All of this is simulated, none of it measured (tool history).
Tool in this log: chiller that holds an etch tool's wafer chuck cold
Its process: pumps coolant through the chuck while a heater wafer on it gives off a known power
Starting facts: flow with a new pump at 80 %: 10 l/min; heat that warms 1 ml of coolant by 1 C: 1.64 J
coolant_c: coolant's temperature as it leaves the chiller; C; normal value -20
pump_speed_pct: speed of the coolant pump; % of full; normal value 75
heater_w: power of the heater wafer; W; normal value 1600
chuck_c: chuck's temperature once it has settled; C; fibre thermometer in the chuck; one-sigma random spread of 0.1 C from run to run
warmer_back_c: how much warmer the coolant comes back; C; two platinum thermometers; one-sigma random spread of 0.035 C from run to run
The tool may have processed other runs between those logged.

run 1 hour=0.0 | coolant_c=-20 pump_speed_pct=75 heater_w=1600 | chuck_c=-6.3 warmer_back_c=6.31
run 2 hour=27.5 | coolant_c=-20 pump_speed_pct=75 heater_w=1600 | chuck_c=-6.2 warmer_back_c=6.34
run 3 hour=60.6 | coolant_c=-20 pump_speed_pct=75 heater_w=955 | chuck_c=-11.7 warmer_back_c=3.82
run 4 hour=98.5 | coolant_c=-29 pump_speed_pct=75 heater_w=955 | chuck_c=-20.7 warmer_back_c=3.85
run 5 hour=119.5 | coolant_c=-20 pump_speed_pct=75 heater_w=1600 | chuck_c=-6.4 warmer_back_c=6.36
run 6 hour=151.1 | coolant_c=-20 pump_speed_pct=75 heater_w=1600 | chuck_c=-6.5 warmer_back_c=6.39
run 7 hour=179.8 | coolant_c=-20 pump_speed_pct=75 heater_w=1600 | chuck_c=-6.3 warmer_back_c=6.31
run 8 hour=196.0 | coolant_c=-20 pump_speed_pct=75 heater_w=1600 | chuck_c=-6.2 warmer_back_c=6.36
run 9 hour=223.2 | coolant_c=-20 pump_speed_pct=75 heater_w=1600 | chuck_c=-6.3 warmer_back_c=6.35
run 10 hour=239.9 | coolant_c=-11 pump_speed_pct=75 heater_w=1600 | chuck_c=2.7 warmer_back_c=6.33
run 11 hour=275.8 | coolant_c=-11 pump_speed_pct=75 heater_w=1600 | chuck_c=2.6 warmer_back_c=6.33
run 12 hour=303.0 | coolant_c=-11 pump_speed_pct=75 heater_w=1600 | chuck_c=2.7 warmer_back_c=6.34
run 13 hour=320.7 | coolant_c=-11 pump_speed_pct=75 heater_w=1600 | chuck_c=2.9 warmer_back_c=6.30
run 14 hour=355.8 | coolant_c=-11 pump_speed_pct=75 heater_w=1600 | chuck_c=2.8 warmer_back_c=6.44
run 15 hour=375.5 | coolant_c=-11 pump_speed_pct=75 heater_w=1600 | chuck_c=2.8 warmer_back_c=6.33
run 16 hour=402.5 | coolant_c=-11 pump_speed_pct=75 heater_w=1600 | chuck_c=2.7 warmer_back_c=6.38
run 17 hour=426.1 | coolant_c=-11 pump_speed_pct=75 heater_w=1600 | chuck_c=2.9 warmer_back_c=6.40
run 18 hour=456.1 | coolant_c=-11 pump_speed_pct=78 heater_w=1693 | chuck_c=3.1 warmer_back_c=6.46
-- hour=459.4 chiller's thermometer calibrated
run 19 hour=496.3 | coolant_c=-20 pump_speed_pct=75 heater_w=1547 | chuck_c=-6.4 warmer_back_c=6.12
run 20 hour=517.3 | coolant_c=-20 pump_speed_pct=95 heater_w=2188 | chuck_c=-4.2 warmer_back_c=6.88
run 21 hour=555.9 | coolant_c=-25 pump_speed_pct=84 heater_w=1900 | chuck_c=-9.8 warmer_back_c=6.68
run 22 hour=572.1 | coolant_c=-20 pump_speed_pct=70 heater_w=1344 | chuck_c=-7.3 warmer_back_c=5.72
run 23 hour=608.8 | coolant_c=-11 pump_speed_pct=80 heater_w=1085 | chuck_c=-1.7 warmer_back_c=4.04
run 24 hour=631.0 | coolant_c=-11 pump_speed_pct=80 heater_w=1085 | chuck_c=-1.6 warmer_back_c=4.00
-- hour=657.3 chiller's thermometer calibrated, once more
run 25 hour=672.1 | coolant_c=-16 pump_speed_pct=67 heater_w=1085 | chuck_c=-6.1 warmer_back_c=4.81
run 26 hour=706.2 | coolant_c=-20 pump_speed_pct=97 heater_w=2319 | chuck_c=-4.5 warmer_back_c=7.16
run 27 hour=743.7 | coolant_c=-20 pump_speed_pct=66 heater_w=1681 | chuck_c=-4.2 warmer_back_c=7.59
run 28 hour=770.2 | coolant_c=-20 pump_speed_pct=84 heater_w=1600 | chuck_c=-7.9 warmer_back_c=5.74
run 29 hour=797.2 | coolant_c=-20 pump_speed_pct=85 heater_w=1772 | chuck_c=-6.9 warmer_back_c=6.26
run 30 hour=825.1 | coolant_c=-20 pump_speed_pct=63 heater_w=1485 | chuck_c=-5.6 warmer_back_c=7.04
run 31 hour=864.7 | coolant_c=-20 pump_speed_pct=63 heater_w=1485 | chuck_c=-5.6 warmer_back_c=7.07

Per-run results on a tool with no hidden state, each run keeping its own random variation:
Hidden conditions of the tool in this case: heat passed by the chuck's channels, % of clean ones'; flow at a given pump speed, % of a new pump's; coolant's true temperature over the reading, C; drift of the gauge itself on chuck_c, C; drift of the gauge itself on warmer_back_c, C.
run=1 chuck_c=-7.0 warmer_back_c=6.24
run=2 chuck_c=-6.9 warmer_back_c=6.27
run=3 chuck_c=-12.3 warmer_back_c=3.78
run=4 chuck_c=-21.3 warmer_back_c=3.80
run=5 chuck_c=-7.2 warmer_back_c=6.28
run=6 chuck_c=-7.3 warmer_back_c=6.31
run=7 chuck_c=-7.0 warmer_back_c=6.22
run=8 chuck_c=-7.0 warmer_back_c=6.28
run=9 chuck_c=-7.1 warmer_back_c=6.26
run=10 chuck_c=1.9 warmer_back_c=6.24
run=11 chuck_c=1.8 warmer_back_c=6.23
run=12 chuck_c=1.9 warmer_back_c=6.25
run=13 chuck_c=2.1 warmer_back_c=6.21
run=14 chuck_c=1.9 warmer_back_c=6.35
run=15 chuck_c=2.0 warmer_back_c=6.24
run=16 chuck_c=1.9 warmer_back_c=6.28
run=17 chuck_c=2.0 warmer_back_c=6.29
run=18 chuck_c=2.2 warmer_back_c=6.36
run=19 chuck_c=-7.5 warmer_back_c=6.02
run=20 chuck_c=-5.4 warmer_back_c=6.77
run=21 chuck_c=-11.0 warmer_back_c=6.57
run=22 chuck_c=-8.4 warmer_back_c=5.62
run=23 chuck_c=-2.7 warmer_back_c=3.97
run=24 chuck_c=-2.6 warmer_back_c=3.93
run=25 chuck_c=-6.4 warmer_back_c=4.72
run=26 chuck_c=-5.0 warmer_back_c=7.02
run=27 chuck_c=-4.8 warmer_back_c=7.44
run=28 chuck_c=-8.3 warmer_back_c=5.63
run=29 chuck_c=-7.4 warmer_back_c=6.14
run=30 chuck_c=-6.1 warmer_back_c=6.90
run=31 chuck_c=-6.2 warmer_back_c=6.93

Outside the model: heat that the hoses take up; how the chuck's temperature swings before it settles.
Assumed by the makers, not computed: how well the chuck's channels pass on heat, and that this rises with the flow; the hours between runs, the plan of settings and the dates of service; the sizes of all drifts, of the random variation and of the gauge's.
